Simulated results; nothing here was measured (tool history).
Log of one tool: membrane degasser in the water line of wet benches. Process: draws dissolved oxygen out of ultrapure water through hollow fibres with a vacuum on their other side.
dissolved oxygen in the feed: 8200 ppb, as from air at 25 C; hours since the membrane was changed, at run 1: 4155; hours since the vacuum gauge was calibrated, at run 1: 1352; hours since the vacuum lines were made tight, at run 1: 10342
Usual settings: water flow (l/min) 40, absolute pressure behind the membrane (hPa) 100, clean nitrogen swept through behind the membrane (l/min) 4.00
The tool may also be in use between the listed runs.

| run | hour | water flow (l/min) | absolute pressure behind the membrane (hPa) | clean nitrogen swept through behind the membrane (l/min) | hours since the membrane was changed | hours since the vacuum gauge was calibrated | hours since the vacuum lines were made tight | dissolved oxygen in the water behind the degasser (ppb) | pressure that the water loses in the fibres (hPa) |
|---|---|---|---|---|---|---|---|---|---|
| 1 | 0.0 | 40 | 100 | 4.00 | 4155 | 1352 | 10342 | 163.1 | 645.1 |
| 2 | 101.0 | 40 | 100 | 4.00 | 4256 | 1453 | 10443 | 163.9 | 647.7 |
| 3 | 235.6 | 63 | 100 | 4.00 | 4391 | 1588 | 10578 | 255.6 | 1011.8 |
| 4 | 441.7 | 29 | 100 | 4.00 | 4597 | 1794 | 10784 | 118.4 | 464.6 |
| 5 | 628.7 | 40 | 100 | 7.59 | 4784 | 1981 | 10971 | 92.8 | 646.9 |
| 6 | 844.5 | 40 | 106 | 7.59 | 5000 | 2197 | 11186 | 100.3 | 645.2 |
| 7 | 953.5 | 40 | 106 | 7.59 | 5109 | 2306 | 11295 | 101.3 | 645.8 |
| 8 | 1114.7 | 40 | 100 | 4.00 | 5270 | 2467 | 11457 | 164.4 | 640.6 |
| 9 | 1280.8 | 40 | 100 | 4.00 | 5436 | 2633 | 11623 | 164.3 | 646.6 |
| 10 | 1434.4 | 40 | 172 | 4.00 | 5590 | 2787 | 11776 | 324.3 | 641.7 |
| 11 | 1549.8 | 40 | 100 | 4.00 | 5705 | 2902 | 11892 | 165.2 | 648.6 |
| 12 | 1698.3 | 35 | 113 | 11.13 | 5854 | 3050 | 12040 | 66.4 | 564.8 |
| 13 | 1832.5 | 59 | 89 | 1.80 | 5988 | 3185 | 12174 | 394.9 | 952.0 |
| 14 | 1956.5 | 24 | 120 | 2.75 | 6112 | 3309 | 12298 | 182.3 | 386.5 |
| 15 | 2072.4 | 58 | 238 | 4.00 | 6228 | 3425 | 12414 | 657.3 | 930.6 |
| 16 | 2210.6 | 53 | 100 | 2.86 | 6366 | 3563 | 12553 | 288.7 | 853.3 |

Run 17 comes next. What will it give?
| 17 | 2348.7 | 24 | 89 | 3.29 | 6504 | 3701 | 12691 | ? | ? |

Run 17 gave dissolved oxygen in the water behind the degasser (ppb) 100.6, pressure that the water loses in the fibres (hPa) 385.8.
Without the tool's hidden state the same run would have given dissolved oxygen in the water behind the degasser (ppb) 100.5, pressure that the water loses in the fibres (hPa) 385.7.
